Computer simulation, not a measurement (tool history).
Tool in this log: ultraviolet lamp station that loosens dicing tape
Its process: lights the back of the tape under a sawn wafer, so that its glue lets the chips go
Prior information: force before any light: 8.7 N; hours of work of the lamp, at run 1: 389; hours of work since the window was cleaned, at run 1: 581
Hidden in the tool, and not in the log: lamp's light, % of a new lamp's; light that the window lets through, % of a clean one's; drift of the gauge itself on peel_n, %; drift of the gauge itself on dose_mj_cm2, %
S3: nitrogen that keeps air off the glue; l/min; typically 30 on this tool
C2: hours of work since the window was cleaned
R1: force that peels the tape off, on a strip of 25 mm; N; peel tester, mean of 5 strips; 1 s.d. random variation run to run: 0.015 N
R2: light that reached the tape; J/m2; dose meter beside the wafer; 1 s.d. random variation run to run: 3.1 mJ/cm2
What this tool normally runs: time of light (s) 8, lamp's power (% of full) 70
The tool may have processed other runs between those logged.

{"run": 1, "day": 0.0, "time of light (s)": 8, "lamp's power (% of full)": 70, "S3": 30, "hours of work of the lamp": 389, "C2": 581, "R1": 1.229, "R2": 3660}
{"run": 2, "day": 0.746, "time of light (s)": 8, "lamp's power (% of full)": 67, "S3": 30, "hours of work of the lamp": 398, "C2": 590, "R1": 1.307, "R2": 3510}
{"run": 3, "day": 1.562, "time of light (s)": 8, "lamp's power (% of full)": 72, "S3": 30, "hours of work of the lamp": 408, "C2": 600, "R1": 1.147, "R2": 3740}
{"run": 4, "day": 2.2, "time of light (s)": 8, "lamp's power (% of full)": 70, "S3": 30, "hours of work of the lamp": 415, "C2": 607, "R1": 1.236, "R2": 3630}
{"run": 5, "day": 2.775, "time of light (s)": 8, "lamp's power (% of full)": 70, "S3": 30, "hours of work of the lamp": 422, "C2": 614, "R1": 1.247, "R2": 3580}
{"run": 6, "day": 3.346, "time of light (s)": 8, "lamp's power (% of full)": 70, "S3": 30, "hours of work of the lamp": 429, "C2": 621, "R1": 1.214, "R2": 3590}
{"run": 7, "day": 4.046, "time of light (s)": 8, "lamp's power (% of full)": 70, "S3": 30, "hours of work of the lamp": 438, "C2": 630, "R1": 1.194, "R2": 3610}
{"run": 8, "day": 4.583, "time of light (s)": 8, "lamp's power (% of full)": 70, "S3": 30, "hours of work of the lamp": 444, "C2": 636, "R1": 1.251, "R2": 3530}
{"day": 4.812, "done": "window cleaned of glue's vapour"}
{"run": 9, "day": 5.079, "time of light (s)": 8, "lamp's power (% of full)": 98, "S3": 30, "hours of work of the lamp": 450, "C2": 3, "R1": 0.686, "R2": 4780}
{"run": 10, "day": 5.854, "time of light (s)": 8, "lamp's power (% of full)": 98, "S3": 30, "hours of work of the lamp": 459, "C2": 12, "R1": 0.682, "R2": 4770}
{"run": 11, "day": 6.688, "time of light (s)": 12, "lamp's power (% of full)": 89, "S3": 30, "hours of work of the lamp": 469, "C2": 22, "R1": 0.318, "R2": 6490}
{"run": 12, "day": 7.075, "time of light (s)": 12, "lamp's power (% of full)": 89, "S3": 30, "hours of work of the lamp": 474, "C2": 27, "R1": 0.317, "R2": 6410}
{"day": 7.388, "done": "window cleaned of glue's vapour, once more"}
{"run": 13, "day": 7.775, "time of light (s)": 12, "lamp's power (% of full)": 89, "S3": 30, "hours of work of the lamp": 482, "C2": 5, "R1": 0.222, "R2": 7550}
{"run": 14, "day": 8.321, "time of light (s)": 8, "lamp's power (% of full)": 62, "S3": 17, "hours of work of the lamp": 488, "C2": 11, "R1": 1.906, "R2": 3550}
{"run": 15, "day": 9.054, "time of light (s)": 11, "lamp's power (% of full)": 92, "S3": 16, "hours of work of the lamp": 497, "C2": 20, "R1": 0.455, "R2": 7140}

For each entry between runs, how does the tool's hidden state at the last listed run before it compare with that at the first listed run after it?
Logged between run 8 and run 9: window cleaned of glue's vapour (day 4.812)
  lamp's light, % of a new lamp's: 86.3 -> 86.1; light that the window lets through, % of a clean one's: 88.1 -> 84.5
  measured less the result without the state, R1: +0.542 -> +0.371 N; R2: -1120 -> -1790 J/m2
Logged between run 12 and run 13: window cleaned of glue's vapour, once more (day 7.388)
  lamp's light, % of a new lamp's: 85.4 -> 85.2; light that the window lets through, % of a clean one's: 84.1 -> 99.7
  measured less the result without the state, R1: +0.17 -> +0.064 N; R2: -2500 -> -1330 J/m2

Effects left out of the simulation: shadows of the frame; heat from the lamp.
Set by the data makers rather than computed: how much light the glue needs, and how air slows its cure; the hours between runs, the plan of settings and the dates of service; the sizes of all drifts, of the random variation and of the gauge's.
